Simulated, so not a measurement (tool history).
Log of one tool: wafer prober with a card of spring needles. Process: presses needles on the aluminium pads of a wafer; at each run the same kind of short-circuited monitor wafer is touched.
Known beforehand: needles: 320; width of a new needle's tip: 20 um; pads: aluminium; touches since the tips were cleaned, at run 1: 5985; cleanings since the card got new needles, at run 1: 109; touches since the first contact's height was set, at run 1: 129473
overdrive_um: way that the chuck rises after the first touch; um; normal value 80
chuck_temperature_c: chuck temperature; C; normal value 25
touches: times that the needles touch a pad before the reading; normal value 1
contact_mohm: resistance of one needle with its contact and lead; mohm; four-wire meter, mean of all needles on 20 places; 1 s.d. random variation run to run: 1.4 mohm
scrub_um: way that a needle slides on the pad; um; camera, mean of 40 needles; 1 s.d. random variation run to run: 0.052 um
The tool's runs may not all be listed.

run    hour  overdrive_um  chuck_temperature_c  touches  touches since the tips were cleaned  cleanings since the card got new needles  touches since the first contact's height was set  contact_mohm  scrub_um
  1       0            80                   25        1                                 5985                                       109                                            129473           244     21.71
        5.2  -- tips cleaned on abrasive film
       25.9  -- tips cleaned on abrasive film
  2    39.3            98                   25        1                                 4388                                       111                                            142245           201     26.49
       47.8  -- tips cleaned on abrasive film
       68.4  -- tips cleaned on abrasive film
       91.6  -- tips cleaned on abrasive film
  3   106.1            98                   25        1                                 4716                                       114                                            163974           202     26.45
      114.8  -- tips cleaned on abrasive film
      136.8  -- tips cleaned on abrasive film
  4   136.8            98                   25        1                                    0                                       116                                            173939           126     26.34
      159.7  -- tips cleaned on abrasive film
      183.8  -- tips cleaned on abrasive film
      184.1  -- height of the first contact set anew
  5   204.3            98                   25        1                                 6586                                       118                                              6586           209      26.1
      208.4  -- tips cleaned on abrasive film
      229.9  -- tips cleaned on abrasive film
      253.7  -- tips cleaned on abrasive film
        276  -- tips cleaned on abrasive film
  6   276.2            98                   25        1                                   82                                       122                                             29969           134     25.96
      296.6  -- tips cleaned on abrasive film
      320.7  -- tips cleaned on abrasive film
  7   335.2            77                   25        1                                 4740                                       124                                             49191           268     20.19
      345.6  -- tips cleaned on abrasive film
      367.1  -- tips cleaned on abrasive film
  8   374.8            80                   25        1                                 2514                                       126                                             62038           229     20.95
      388.1  -- tips cleaned on abrasive film
      410.9  -- tips cleaned on abrasive film
      434.9  -- tips cleaned on abrasive film
      438.6  -- height of the first contact set anew, once more
  9   438.6            80                   25        1                                 1134                                       129                                                 0           185     21.94
      457.1  -- tips cleaned on abrasive film
      480.4  -- tips cleaned on abrasive film
 10   494.7            80                   25        1                                 4682                                       131                                             18255           242     21.94
      503.7  -- tips cleaned on abrasive film
      525.7  -- tips cleaned on abrasive film
      548.5  -- tips cleaned on abrasive film
 11   548.8            80                   25        1                                   95                                       134                                             35822           139     21.92
      573.8  -- tips cleaned on abrasive film
      595.8  -- tips cleaned on abrasive film
      617.1  -- tips cleaned on abrasive film
 12   623.1            80                   25        1                                 1966                                       137                                             60014           206     21.78
      641.4  -- tips cleaned on abrasive film
      665.3  -- tips cleaned on abrasive film
 13   668.7            80                   25        1                                 1095                                       139                                             74853           186     21.71
      687.1  -- tips cleaned on abrasive film
 14   701.6            80                   25        1                                 4721                                       140                                             85559           243     21.78
      711.7  -- tips cleaned on abrasive film
      735.1  -- tips cleaned on abrasive film
 15   751.1            70                  106        2                                 5244                                       142                                            101697           221     18.91
      756.3  -- tips cleaned on abrasive film
      779.6  -- tips cleaned on abrasive film
      804.2  -- tips cleaned on abrasive film
 16   811.9            66                   45        1                                 2496                                       145                                            121451           278     17.75
      825.8  -- tips cleaned on abrasive film
      847.3  -- tips cleaned on abrasive film
 17   852.4            99                   25        3                                 1640                                       147                                            134611           138     26.89
      870.4  -- tips cleaned on abrasive film
 18   886.5            65                   96        1                                 5249                                       148                                            145732           303      17.5
      894.1  -- tips cleaned on abrasive film
      915.3  -- tips cleaned on abrasive film
      937.7  -- tips cleaned on abrasive film
 19   952.4            80                   42        2                                 4824                                       151                                            167177           201     21.47
      960.7  -- tips cleaned on abrasive film
      986.3  -- tips cleaned on abrasive film
 20  1000.8            80                   42        2                                 4746                                       153                                            182933           198     21.46
     1009.5  -- tips cleaned on abrasive film
     1023.1  -- height of the first contact set anew
     1032.2  -- tips cleaned on abrasive film
 21  1051.4            88                   25        2                                 6298                                       155                                              9228           187     24.15
     1055.9  -- tips cleaned on abrasive film
     1079.2  -- tips cleaned on abrasive film
     1101.2  -- tips cleaned on abrasive film
 22  1111.7            88                   25        2                                 3429                                       158                                             28808           178     24.24
       1122  -- tips cleaned on abrasive film
       1146  -- tips cleaned on abrasive film
 23  1166.2            88                   25        2                                 6605                                       160                                             46571           187     24.06
     1171.4  -- tips cleaned on abrasive film
       1192  -- tips cleaned on abrasive film
     1214.3  -- tips cleaned on abrasive film
 24  1225.7            60                   99        2                                 3718                                       163                                             65903           255     16.28
     1235.1  -- tips cleaned on abrasive film
     1257.9  -- tips cleaned on abrasive film
     1282.3  -- tips cleaned on abrasive film
 25  1283.7            72                   55        1                                  445                                       166                                             84751           182     19.59
     1302.8  -- tips cleaned on abrasive film
     1328.5  -- tips cleaned on abrasive film
 26  1330.5            79                   58        1                                  665                                       168                                             99999           177     21.31
     1352.8  -- tips cleaned on abrasive film
 27  1361.7            61                   39        1                                 2904                                       169                                            110158           317     16.41
     1373.4  -- tips cleaned on abrasive film
     1396.8  -- tips cleaned on abrasive film
 28    1407            61                   39        1                                 3334                                       171                                            124904           329     16.36

What if the next run were any one of these 5? Each begins from the tool's condition after run 28:
       1418  -- tips cleaned on abrasive film
     1438.9  -- tips cleaned on abrasive film
  A  1454.4            61                   77        2                                 5084                                       173                                            140332             ?         ?
       1418  -- tips cleaned on abrasive film
     1438.9  -- tips cleaned on abrasive film
  B  1454.4            79                   95        1                                 5084                                       173                                            140332             ?         ?
       1418  -- tips cleaned on abrasive film
     1438.9  -- tips cleaned on abrasive film
  C  1454.4            74                   80        3                                 5084                                       173                                            140332             ?         ?
       1418  -- tips cleaned on abrasive film
     1438.9  -- tips cleaned on abrasive film
  D  1454.4            62                   25        2                                 5084                                       173                                            140332             ?         ?
       1418  -- tips cleaned on abrasive film
     1438.9  -- tips cleaned on abrasive film
  E  1454.4            79                   32        3                                 5084                                       173                                            140332             ?         ?

run  contact_mohm  scrub_um
  A           262     16.34
  B           262     21.26
  C           185     19.83
  D           259      16.6
  E           175     21.22
The same runs, with their run-to-run variation unchanged, on a tool lacking any hidden condition would have given:
run  contact_mohm  scrub_um
  A           132      16.8
  B           132     21.72
  C           129     20.29
  D           123     17.07
  E           122     21.69

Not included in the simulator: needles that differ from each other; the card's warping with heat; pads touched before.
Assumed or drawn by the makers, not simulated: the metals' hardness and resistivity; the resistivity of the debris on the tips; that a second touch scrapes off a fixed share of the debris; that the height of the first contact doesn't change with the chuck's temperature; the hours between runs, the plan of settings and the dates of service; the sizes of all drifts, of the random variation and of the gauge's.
